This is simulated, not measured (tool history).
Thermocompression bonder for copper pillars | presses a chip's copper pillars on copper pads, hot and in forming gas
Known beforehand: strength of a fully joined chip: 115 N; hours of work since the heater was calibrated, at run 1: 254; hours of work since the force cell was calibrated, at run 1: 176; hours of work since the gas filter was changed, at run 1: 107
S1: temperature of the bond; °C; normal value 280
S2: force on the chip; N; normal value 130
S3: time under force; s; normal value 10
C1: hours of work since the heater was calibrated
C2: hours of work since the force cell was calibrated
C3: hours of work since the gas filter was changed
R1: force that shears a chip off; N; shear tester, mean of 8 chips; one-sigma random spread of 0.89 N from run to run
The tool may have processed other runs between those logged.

{"run": 1, "day": 0.0, "S1": 280, "S2": 130, "S3": 10, "C1": 254, "C2": 176, "C3": 107, "R1": 68.1}
{"run": 2, "day": 0.279, "S1": 280, "S2": 130, "S3": 10, "C1": 259, "C2": 181, "C3": 112, "R1": 69.0}
{"run": 3, "day": 0.621, "S1": 280, "S2": 130, "S3": 10, "C1": 265, "C2": 187, "C3": 118, "R1": 68.8}
{"run": 4, "day": 0.983, "S1": 280, "S2": 130, "S3": 10, "C1": 272, "C2": 193, "C3": 124, "R1": 68.9}
{"run": 5, "day": 1.467, "S1": 302, "S2": 130, "S3": 10, "C1": 280, "C2": 202, "C3": 133, "R1": 82.9}
{"run": 6, "day": 1.746, "S1": 302, "S2": 130, "S3": 10, "C1": 285, "C2": 207, "C3": 138, "R1": 86.1}
{"run": 7, "day": 2.188, "S1": 302, "S2": 130, "S3": 13, "C1": 293, "C2": 215, "C3": 146, "R1": 89.5}
{"day": 2.246, "done": "forming gas filter changed"}
{"run": 8, "day": 2.596, "S1": 302, "S2": 130, "S3": 13, "C1": 300, "C2": 222, "C3": 6, "R1": 96.2}
{"run": 9, "day": 2.933, "S1": 281, "S2": 130, "S3": 10, "C1": 306, "C2": 228, "C3": 12, "R1": 76.1}
{"run": 10, "day": 3.146, "S1": 281, "S2": 130, "S3": 10, "C1": 310, "C2": 232, "C3": 16, "R1": 75.1}
{"run": 11, "day": 3.371, "S1": 281, "S2": 130, "S3": 10, "C1": 314, "C2": 236, "C3": 20, "R1": 73.8}
{"run": 12, "day": 3.625, "S1": 281, "S2": 130, "S3": 10, "C1": 319, "C2": 240, "C3": 25, "R1": 74.5}
{"run": 13, "day": 4.096, "S1": 275, "S2": 130, "S3": 10, "C1": 327, "C2": 249, "C3": 33, "R1": 70.1}
{"run": 14, "day": 4.579, "S1": 275, "S2": 130, "S3": 10, "C1": 336, "C2": 258, "C3": 42, "R1": 68.1}
{"day": 4.675, "done": "force cell calibrated"}
{"run": 15, "day": 4.992, "S1": 280, "S2": 130, "S3": 10, "C1": 342, "C2": 6, "C3": 48, "R1": 73.3}
{"run": 16, "day": 5.358, "S1": 280, "S2": 130, "S3": 10, "C1": 349, "C2": 12, "C3": 55, "R1": 72.9}
{"run": 17, "day": 5.671, "S1": 280, "S2": 130, "S3": 10, "C1": 354, "C2": 18, "C3": 60, "R1": 72.8}
{"run": 18, "day": 6.129, "S1": 270, "S2": 121, "S3": 10, "C1": 363, "C2": 26, "C3": 69, "R1": 59.3}
{"run": 19, "day": 6.508, "S1": 270, "S2": 121, "S3": 10, "C1": 369, "C2": 33, "C3": 75, "R1": 59.6}
{"run": 20, "day": 6.925, "S1": 270, "S2": 121, "S3": 10, "C1": 377, "C2": 40, "C3": 83, "R1": 59.5}
{"run": 21, "day": 7.312, "S1": 270, "S2": 95, "S3": 10, "C1": 384, "C2": 47, "C3": 90, "R1": 51.8}
{"day": 7.588, "done": "force cell calibrated, once more"}
{"run": 22, "day": 7.704, "S1": 273, "S2": 96, "S3": 21, "C1": 390, "C2": 2, "C3": 96, "R1": 66.8}
{"run": 23, "day": 8.083, "S1": 273, "S2": 151, "S3": 23, "C1": 397, "C2": 9, "C3": 103, "R1": 83.5}
{"run": 24, "day": 8.583, "S1": 255, "S2": 94, "S3": 19, "C1": 406, "C2": 18, "C3": 112, "R1": 47.9}
{"run": 25, "day": 9.029, "S1": 257, "S2": 94, "S3": 15, "C1": 414, "C2": 26, "C3": 120, "R1": 46.5}
{"run": 26, "day": 9.5, "S1": 257, "S2": 94, "S3": 15, "C1": 422, "C2": 34, "C3": 128, "R1": 45.7}
{"run": 27, "day": 9.875, "S1": 280, "S2": 138, "S3": 10, "C1": 429, "C2": 41, "C3": 135, "R1": 69.8}
{"run": 28, "day": 10.279, "S1": 260, "S2": 90, "S3": 5, "C1": 436, "C2": 48, "C3": 142, "R1": 30.2}
{"day": 10.55, "done": "forming gas filter changed"}
{"run": 29, "day": 10.796, "S1": 283, "S2": 95, "S3": 9, "C1": 445, "C2": 57, "C3": 4, "R1": 60.0}
{"run": 30, "day": 11.175, "S1": 263, "S2": 186, "S3": 7, "C1": 452, "C2": 64, "C3": 11, "R1": 64.1}
{"run": 31, "day": 11.529, "S1": 263, "S2": 186, "S3": 7, "C1": 458, "C2": 70, "C3": 18, "R1": 63.0}
{"run": 32, "day": 11.988, "S1": 263, "S2": 186, "S3": 7, "C1": 466, "C2": 79, "C3": 26, "R1": 62.9}
{"run": 33, "day": 12.371, "S1": 263, "S2": 186, "S3": 7, "C1": 473, "C2": 86, "C3": 33, "R1": 63.4}
{"run": 34, "day": 12.6, "S1": 263, "S2": 186, "S3": 7, "C1": 478, "C2": 90, "C3": 37, "R1": 62.8}

Below, some changes in R1 between adjacent runs. For each, the amount present without the hidden state too (settings, incoming material, random variation) and the amount remaining for the hidden state with gauge scatter not shared by both compared results:
The tool's hidden condition here consists of: true temperature of the bond over the reading, C; force that reaches the chip, % of what is set; oxide that the forming gas leaves, % of the face; drift of the gauge itself on shear_n, %.
Run 7 -> 8: forming gas filter changed. R1 +6.7 N: hidden state +7.3, all else -0.6.
Run 21 -> 22: S1 270 -> 273, S2 95 -> 96, S3 10 -> 21, force cell calibrated, once more. R1 +15.0 N: hidden state -2.9, all else +17.9.
Run 23 -> 24: S1 273 -> 255, S2 151 -> 94, S3 23 -> 19. R1 -35.6 N: hidden state +1.8, all else -37.4.
Run 27 -> 28: S1 280 -> 260, S2 138 -> 90, S3 10 -> 5. R1 -39.6 N: hidden state +3.5, all else -43.1.
Run 28 -> 29: S1 260 -> 283, S2 90 -> 95, S3 5 -> 9, forming gas filter changed. R1 +29.8 N: hidden state +1.9, all else +27.9.

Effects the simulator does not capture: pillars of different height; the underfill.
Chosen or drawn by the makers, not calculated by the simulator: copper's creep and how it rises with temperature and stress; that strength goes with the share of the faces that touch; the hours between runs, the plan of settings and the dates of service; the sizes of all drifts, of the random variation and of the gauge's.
